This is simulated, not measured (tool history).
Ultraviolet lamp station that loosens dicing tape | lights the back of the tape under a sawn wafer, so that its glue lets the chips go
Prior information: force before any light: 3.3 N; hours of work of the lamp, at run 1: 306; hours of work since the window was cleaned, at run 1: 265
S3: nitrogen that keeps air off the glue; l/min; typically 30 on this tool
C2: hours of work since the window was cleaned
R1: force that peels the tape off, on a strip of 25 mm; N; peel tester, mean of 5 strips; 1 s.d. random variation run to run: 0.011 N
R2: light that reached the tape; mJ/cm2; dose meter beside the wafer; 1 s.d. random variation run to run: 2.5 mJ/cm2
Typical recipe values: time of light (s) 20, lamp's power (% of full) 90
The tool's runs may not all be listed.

run 1 hour=0 | time_of_light_(s)=20 lamp's_power_(%_of_full)=90 S3=30 | hours_of_work_of_the_lamp=306 C2=265 | R1=0.558 R2=284
run 2 hour=19 | time_of_light_(s)=20 lamp's_power_(%_of_full)=90 S3=30 | hours_of_work_of_the_lamp=316 C2=276 | R1=0.52 R2=281
run 3 hour=35.7 | time_of_light_(s)=20 lamp's_power_(%_of_full)=90 S3=30 | hours_of_work_of_the_lamp=325 C2=285 | R1=0.535 R2=284
run 4 hour=55.7 | time_of_light_(s)=11 lamp's_power_(%_of_full)=90 S3=30 | hours_of_work_of_the_lamp=336 C2=296 | R1=1.08 R2=158
run 5 hour=75.9 | time_of_light_(s)=11 lamp's_power_(%_of_full)=90 S3=30 | hours_of_work_of_the_lamp=348 C2=307 | R1=1.085 R2=157
run 6 hour=98.1 | time_of_light_(s)=11 lamp's_power_(%_of_full)=90 S3=45 | hours_of_work_of_the_lamp=360 C2=319 | R1=0.977 R2=157
run 7 hour=118.4 | time_of_light_(s)=20 lamp's_power_(%_of_full)=90 S3=30 | hours_of_work_of_the_lamp=371 C2=330 | R1=0.539 R2=282
run 8 hour=128.5 | time_of_light_(s)=20 lamp's_power_(%_of_full)=90 S3=30 | hours_of_work_of_the_lamp=376 C2=336 | R1=0.524 R2=279
run 9 hour=143.1 | time_of_light_(s)=33 lamp's_power_(%_of_full)=90 S3=30 | hours_of_work_of_the_lamp=384 C2=344 | R1=0.309 R2=456
run 10 hour=164.4 | time_of_light_(s)=33 lamp's_power_(%_of_full)=90 S3=30 | hours_of_work_of_the_lamp=396 C2=355 | R1=0.299 R2=457
run 11 hour=175.4 | time_of_light_(s)=32 lamp's_power_(%_of_full)=63 S3=26 | hours_of_work_of_the_lamp=402 C2=361 | R1=0.496 R2=310
run 12 hour=185.4 | time_of_light_(s)=18 lamp's_power_(%_of_full)=90 S3=39 | hours_of_work_of_the_lamp=408 C2=367 | R1=0.582 R2=249
run 13 hour=201.7 | time_of_light_(s)=16 lamp's_power_(%_of_full)=90 S3=30 | hours_of_work_of_the_lamp=417 C2=376 | R1=0.762 R2=220
run 14 hour=212.8 | time_of_light_(s)=16 lamp's_power_(%_of_full)=90 S3=30 | hours_of_work_of_the_lamp=423 C2=382 | R1=0.753 R2=220
run 15 hour=230.2 | time_of_light_(s)=16 lamp's_power_(%_of_full)=90 S3=30 | hours_of_work_of_the_lamp=432 C2=392 | R1=0.747 R2=223
run 16 hour=245.6 | time_of_light_(s)=16 lamp's_power_(%_of_full)=90 S3=30 | hours_of_work_of_the_lamp=441 C2=400 | R1=0.75 R2=220
run 17 hour=256.9 | time_of_light_(s)=21 lamp's_power_(%_of_full)=61 S3=18 | hours_of_work_of_the_lamp=447 C2=406 | R1=1.009 R2=193

Here are 3 independent what-if runs from the current tool condition. What would each one return?
run A hour=268.6 | time_of_light_(s)=25 lamp's_power_(%_of_full)=61 S3=43 | hours_of_work_of_the_lamp=453 C2=413 | R1=? R2=?
run B hour=268.6 | time_of_light_(s)=20 lamp's_power_(%_of_full)=82 S3=40 | hours_of_work_of_the_lamp=453 C2=413 | R1=? R2=?
run C hour=268.6 | time_of_light_(s)=38 lamp's_power_(%_of_full)=94 S3=18 | hours_of_work_of_the_lamp=453 C2=413 | R1=? R2=?

run=A R1=0.61 R2=232
run=B R1=0.582 R2=249
run=C R1=0.299 R2=537
Stripped of hidden state, with their random variation kept, the same runs would have yielded:
run=A R1=0.508 R2=268
run=B R1=0.484 R2=287
run=C R1=0.269 R2=619
